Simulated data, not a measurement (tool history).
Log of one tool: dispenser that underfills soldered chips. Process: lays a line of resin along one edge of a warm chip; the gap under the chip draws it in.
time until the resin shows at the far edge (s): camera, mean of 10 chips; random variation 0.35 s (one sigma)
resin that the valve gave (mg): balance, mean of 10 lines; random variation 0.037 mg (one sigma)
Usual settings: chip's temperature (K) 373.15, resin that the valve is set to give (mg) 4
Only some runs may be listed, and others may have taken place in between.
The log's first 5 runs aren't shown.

run   hour  chip's temperature (K)  resin that the valve is set to give (mg)  time until the resin shows at the far edge (s)  resin that the valve gave (mg)
  6   19.3                  373.15                                         4                                            21.5                            3.92
  7   21.7                  373.15                                         4                                              22                            3.98
  8   23.9                  373.15                                         4                                            24.1                            3.93
  9   27.6                  373.15                                         4                                            26.9                            3.99
 10   30.2                  373.15                                         4                                            27.3                             3.9
      34.1  -- new syringe of resin
 11   34.1                  377.15                                         4                                            15.4                            3.98
 12   38.6                  377.15                                         4                                            17.8                            3.94
 13   42.6                  377.15                                         4                                            20.1                            3.91
 14   47.4                  377.15                                         4                                            22.7                            3.95
 15   49.8                  377.15                                         4                                            24.4                            3.91
 16   52.8                  373.15                                         4                                            31.3                             3.9
      53.8  -- new syringe of resin
 17   57.2                  373.15                                         4                                            19.9                            3.87
 18   60.5                  373.15                                         4                                            21.7                            3.98
 19   64.2                  373.15                                         4                                            24.5                            3.86
 20   66.3                  359.15                                      4.69                                              44                            4.52
 21     69                  359.15                                      4.69                                            47.9                            4.53
 22   71.6                  387.15                                      4.38                                            17.8                            4.26
      73.5  -- new syringe of resin
 23   74.9                  373.15                                      4.96                                            18.6                            4.81
 24   77.7                  378.15                                      3.98                                            17.3                            3.84
 25   81.2                  363.15                                      5.03                                            32.4                            4.85
 26   85.7                  363.15                                      5.03                                            36.7                            4.87
 27   88.8                  377.15                                      4.89                                            23.2                            4.75
      93.3  -- new syringe of resin
 28   94.1                  377.15                                      4.89                                            15.4                            4.74
 29   98.5                  377.15                                      4.89                                              18                            4.66
 30  102.6                  368.15                                      3.69                                              31                             3.5

Run 31 is up next; what results do you expect?
 31  107.3                  362.15                                      3.48                                               ?                               ?

time until the resin shows at the far edge (s): 45.7
resin that the valve gave (mg): 3.3
If the tool had no hidden condition, the same run with the same run-to-run variation would have returned time until the resin shows at the far edge (s) 30.9, resin that the valve gave (mg) 3.44.

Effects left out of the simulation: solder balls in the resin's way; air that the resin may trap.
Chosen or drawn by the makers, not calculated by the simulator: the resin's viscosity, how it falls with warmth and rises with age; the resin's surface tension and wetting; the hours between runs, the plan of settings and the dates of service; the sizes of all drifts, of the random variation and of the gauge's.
